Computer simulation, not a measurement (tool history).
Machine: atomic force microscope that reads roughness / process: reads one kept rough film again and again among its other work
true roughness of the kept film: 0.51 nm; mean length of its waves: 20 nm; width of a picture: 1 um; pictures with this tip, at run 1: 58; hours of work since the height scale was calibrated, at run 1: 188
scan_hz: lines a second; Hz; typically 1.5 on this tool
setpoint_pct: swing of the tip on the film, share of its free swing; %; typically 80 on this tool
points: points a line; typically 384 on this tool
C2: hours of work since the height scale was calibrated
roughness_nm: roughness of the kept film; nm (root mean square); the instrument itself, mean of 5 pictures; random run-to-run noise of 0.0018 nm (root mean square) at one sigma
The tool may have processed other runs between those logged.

run 1 hour=0 | scan_hz=1.5 setpoint_pct=80 points=384 | pictures_with_this_tip=58 C2=188 | roughness_nm=0.449
run 2 hour=63.6 | scan_hz=1.5 setpoint_pct=89 points=384 | pictures_with_this_tip=124 C2=224 | roughness_nm=0.433
run 3 hour=111.5 | scan_hz=1.5 setpoint_pct=89 points=384 | pictures_with_this_tip=174 C2=251 | roughness_nm=0.422
-- hour=159.6 new tip fitted
run 4 hour=181.2 | scan_hz=1.77 setpoint_pct=80 points=384 | pictures_with_this_tip=23 C2=290 | roughness_nm=0.454
run 5 hour=239.1 | scan_hz=1.5 setpoint_pct=80 points=384 | pictures_with_this_tip=83 C2=323 | roughness_nm=0.446
run 6 hour=276.9 | scan_hz=1.5 setpoint_pct=80 points=384 | pictures_with_this_tip=123 C2=345 | roughness_nm=0.44
run 7 hour=325.3 | scan_hz=1.5 setpoint_pct=80 points=384 | pictures_with_this_tip=173 C2=372 | roughness_nm=0.433
-- hour=373.9 new tip fitted
run 8 hour=394.5 | scan_hz=1.5 setpoint_pct=80 points=384 | pictures_with_this_tip=22 C2=411 | roughness_nm=0.458
run 9 hour=437.5 | scan_hz=1.5 setpoint_pct=80 points=384 | pictures_with_this_tip=67 C2=435 | roughness_nm=0.449
run 10 hour=506.2 | scan_hz=1.5 setpoint_pct=80 points=384 | pictures_with_this_tip=138 C2=474 | roughness_nm=0.438
run 11 hour=579.1 | scan_hz=1.5 setpoint_pct=80 points=384 | pictures_with_this_tip=215 C2=515 | roughness_nm=0.428
-- hour=585.8 new tip fitted
run 12 hour=620.3 | scan_hz=1.5 setpoint_pct=80 points=384 | pictures_with_this_tip=36 C2=539 | roughness_nm=0.452
run 13 hour=699.8 | scan_hz=1.5 setpoint_pct=80 points=305 | pictures_with_this_tip=119 C2=584 | roughness_nm=0.438
run 14 hour=776.4 | scan_hz=1.5 setpoint_pct=80 points=305 | pictures_with_this_tip=199 C2=627 | roughness_nm=0.426
-- hour=802.6 new tip fitted
run 15 hour=858.4 | scan_hz=1.5 setpoint_pct=80 points=305 | pictures_with_this_tip=58 C2=673 | roughness_nm=0.445
run 16 hour=909 | scan_hz=1.5 setpoint_pct=80 points=345 | pictures_with_this_tip=111 C2=702 | roughness_nm=0.442
run 17 hour=952.7 | scan_hz=1.5 setpoint_pct=80 points=345 | pictures_with_this_tip=157 C2=727 | roughness_nm=0.436
run 18 hour=990.9 | scan_hz=1.5 setpoint_pct=80 points=345 | pictures_with_this_tip=197 C2=748 | roughness_nm=0.43
-- hour=1016 new tip fitted
run 19 hour=1047.5 | scan_hz=1.5 setpoint_pct=80 points=384 | pictures_with_this_tip=33 C2=780 | roughness_nm=0.455
run 20 hour=1102.7 | scan_hz=1.5 setpoint_pct=80 points=384 | pictures_with_this_tip=91 C2=811 | roughness_nm=0.448
run 21 hour=1146.4 | scan_hz=1.5 setpoint_pct=80 points=384 | pictures_with_this_tip=136 C2=836 | roughness_nm=0.442
run 22 hour=1209.5 | scan_hz=1.5 setpoint_pct=80 points=384 | pictures_with_this_tip=202 C2=872 | roughness_nm=0.431
-- hour=1229.3 new tip fitted
run 23 hour=1249.4 | scan_hz=1.5 setpoint_pct=80 points=801 | pictures_with_this_tip=21 C2=894 | roughness_nm=0.464
run 24 hour=1297.2 | scan_hz=1.05 setpoint_pct=81 points=868 | pictures_with_this_tip=71 C2=921 | roughness_nm=0.462
run 25 hour=1332.4 | scan_hz=3.23 setpoint_pct=81 points=746 | pictures_with_this_tip=108 C2=941 | roughness_nm=0.428
run 26 hour=1378 | scan_hz=0.51 setpoint_pct=80 points=384 | pictures_with_this_tip=156 C2=967 | roughness_nm=0.452
run 27 hour=1427.7 | scan_hz=0.51 setpoint_pct=80 points=384 | pictures_with_this_tip=208 C2=995 | roughness_nm=0.444
-- hour=1444.3 new tip fitted
run 28 hour=1504.6 | scan_hz=3.48 setpoint_pct=76 points=384 | pictures_with_this_tip=63 C2=1038 | roughness_nm=0.439
run 29 hour=1585.6 | scan_hz=1.11 setpoint_pct=76 points=384 | pictures_with_this_tip=148 C2=1084 | roughness_nm=0.446
-- hour=1654.8 new tip fitted
run 30 hour=1654.8 | scan_hz=2.05 setpoint_pct=84 points=384 | pictures_with_this_tip=0 C2=1123 | roughness_nm=0.447
run 31 hour=1705.3 | scan_hz=2.05 setpoint_pct=84 points=384 | pictures_with_this_tip=52 C2=1152 | roughness_nm=0.442
run 32 hour=1769.9 | scan_hz=1.5 setpoint_pct=83 points=902 | pictures_with_this_tip=120 C2=1189 | roughness_nm=0.444
run 33 hour=1825.6 | scan_hz=1.33 setpoint_pct=75 points=801 | pictures_with_this_tip=178 C2=1220 | roughness_nm=0.447
run 34 hour=1859.5 | scan_hz=1.33 setpoint_pct=75 points=801 | pictures_with_this_tip=213 C2=1239 | roughness_nm=0.446
-- hour=1872.3 new tip fitted
run 35 hour=1914.1 | scan_hz=2.5 setpoint_pct=77 points=1012 | pictures_with_this_tip=44 C2=1270 | roughness_nm=0.452
run 36 hour=1962.5 | scan_hz=3.4 setpoint_pct=80 points=384 | pictures_with_this_tip=94 C2=1297 | roughness_nm=0.427
run 37 hour=1995.7 | scan_hz=1.72 setpoint_pct=87 points=384 | pictures_with_this_tip=129 C2=1316 | roughness_nm=0.433
run 38 hour=2035.7 | scan_hz=1.31 setpoint_pct=68 points=448 | pictures_with_this_tip=171 C2=1339 | roughness_nm=0.449
run 39 hour=2080.8 | scan_hz=1.31 setpoint_pct=68 points=448 | pictures_with_this_tip=218 C2=1364 | roughness_nm=0.441
-- hour=2085.5 new tip fitted
run 40 hour=2129.6 | scan_hz=2.32 setpoint_pct=74 points=269 | pictures_with_this_tip=46 C2=1392 | roughness_nm=0.447
run 41 hour=2208.5 | scan_hz=0.72 setpoint_pct=81 points=784 | pictures_with_this_tip=129 C2=1436 | roughness_nm=0.464
-- hour=2226.4 height scale calibrated on a step standard
run 42 hour=2283.4 | scan_hz=2.09 setpoint_pct=69 points=384 | pictures_with_this_tip=206 C2=32 | roughness_nm=0.431
-- hour=2298.8 new tip fitted
run 43 hour=2358.7 | scan_hz=1.05 setpoint_pct=67 points=384 | pictures_with_this_tip=62 C2=75 | roughness_nm=0.463

The same runs without the tool's hidden state, with the same run-to-run variation:
Hidden state present: radius of the tip, nm; height scale over the true one, %; drift of the gauge itself on roughness_nm, %.
run=1 roughness_nm=0.459
run=2 roughness_nm=0.451
run=3 roughness_nm=0.448
run=4 roughness_nm=0.457
run=5 roughness_nm=0.458
run=6 roughness_nm=0.458
run=7 roughness_nm=0.457
run=8 roughness_nm=0.461
run=9 roughness_nm=0.459
run=10 roughness_nm=0.458
run=11 roughness_nm=0.458
run=12 roughness_nm=0.456
run=13 roughness_nm=0.453
run=14 roughness_nm=0.452
run=15 roughness_nm=0.451
run=16 roughness_nm=0.456
run=17 roughness_nm=0.456
run=18 roughness_nm=0.456
run=19 roughness_nm=0.456
run=20 roughness_nm=0.458
run=21 roughness_nm=0.459
run=22 roughness_nm=0.456
run=23 roughness_nm=0.463
run=24 roughness_nm=0.469
run=25 roughness_nm=0.439
run=26 roughness_nm=0.471
run=27 roughness_nm=0.47
run=28 roughness_nm=0.445
run=29 roughness_nm=0.464
run=30 roughness_nm=0.443
run=31 roughness_nm=0.445
run=32 roughness_nm=0.458
run=33 roughness_nm=0.469
run=34 roughness_nm=0.472
run=35 roughness_nm=0.454
run=36 roughness_nm=0.435
run=37 roughness_nm=0.447
run=38 roughness_nm=0.469
run=39 roughness_nm=0.467
run=40 roughness_nm=0.448
run=41 roughness_nm=0.477
run=42 roughness_nm=0.462
run=43 roughness_nm=0.471
